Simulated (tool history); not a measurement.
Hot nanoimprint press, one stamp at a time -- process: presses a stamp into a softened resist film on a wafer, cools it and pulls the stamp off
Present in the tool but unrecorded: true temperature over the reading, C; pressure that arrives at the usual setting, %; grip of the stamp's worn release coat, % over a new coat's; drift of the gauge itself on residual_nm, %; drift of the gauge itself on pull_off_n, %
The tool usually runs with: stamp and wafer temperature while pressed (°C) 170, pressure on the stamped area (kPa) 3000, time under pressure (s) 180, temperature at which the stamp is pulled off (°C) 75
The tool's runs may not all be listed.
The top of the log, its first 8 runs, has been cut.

run	hour	stamp and wafer temperature while pressed (°C)	pressure on the stamped area (kPa)	time under pressure (s)	temperature at which the stamp is pulled off (°C)	hours of work since the thermocouple was calibrated	imprints on the stamp's release coat	hours of work since the press's seals were changed	resist left under the stamp's widest pad (nm)	greatest force while the stamp is pulled off (N)
9	97.7	170	3000	180	75	195	379	472	141.7	177
10	110.5	170	3000	180	82	203	442	481	140.8	143
11	123.7	170	3000	180	82	212	508	489	140.6	142
# hour 139.5: stamp cleaned and given a new release coat
12	145.7	170	3000	180	82	222	31	499	140.8	128
13	161.5	170	4120	180	82	232	109	510	123.9	131
14	169.8	170	3000	180	70	237	150	515	139.9	185
15	176.7	170	3000	180	70	242	184	519	140.5	189
16	183.8	161	1810	120	73	246	219	524	244.7	179
17	199.1	161	1810	207	64	256	295	534	218.1	224
18	208.3	161	1810	207	64	262	340	540	215.9	227
19	215.8	175	2960	356	75	267	378	545	85	172
20	228.5	170	2120	210	82	275	440	553	149.9	138
21	239	170	2120	210	82	282	492	560	151.7	143
22	247.8	170	2120	210	82	288	536	565	149.6	141
# hour 259.1: stamp cleaned and given a new release coat
23	264.2	171	3000	180	65	294	25	572	133.3	203
24	280.7	171	3000	180	72	305	107	583	133.2	174
25	290.1	171	3000	180	72	311	153	589	134.8	177
26	302.5	169	3000	180	64	319	215	597	144.3	219
27	318.3	169	3000	237	64	329	293	607	129.2	224
28	327.2	170	3000	105	79	335	337	612	167.7	151
29	342.5	170	3000	105	79	345	413	622	168.2	153
30	351.5	170	3000	166	75	351	457	628	141.5	173

Forecast each of these 4 alternatives for the next run:
A	365.1	170	3940	180	75	359	524	637	?	?
B	365.1	181	3000	180	75	359	524	637	?	?
C	365.1	163	3000	166	74	359	524	637	?	?
D	365.1	170	3000	166	68	359	524	637	?	?

run	resist left under the stamp's widest pad (nm)	greatest force while the stamp is pulled off (N)
A	123.2	176
B	86.1	175
C	186.7	178
D	143.4	211
With the hidden condition removed and each run's random variation left untouched, the same runs would have given:
run	resist left under the stamp's widest pad (nm)	greatest force while the stamp is pulled off (N)
A	129.6	164
B	90.7	163
C	195.5	165
D	151	195

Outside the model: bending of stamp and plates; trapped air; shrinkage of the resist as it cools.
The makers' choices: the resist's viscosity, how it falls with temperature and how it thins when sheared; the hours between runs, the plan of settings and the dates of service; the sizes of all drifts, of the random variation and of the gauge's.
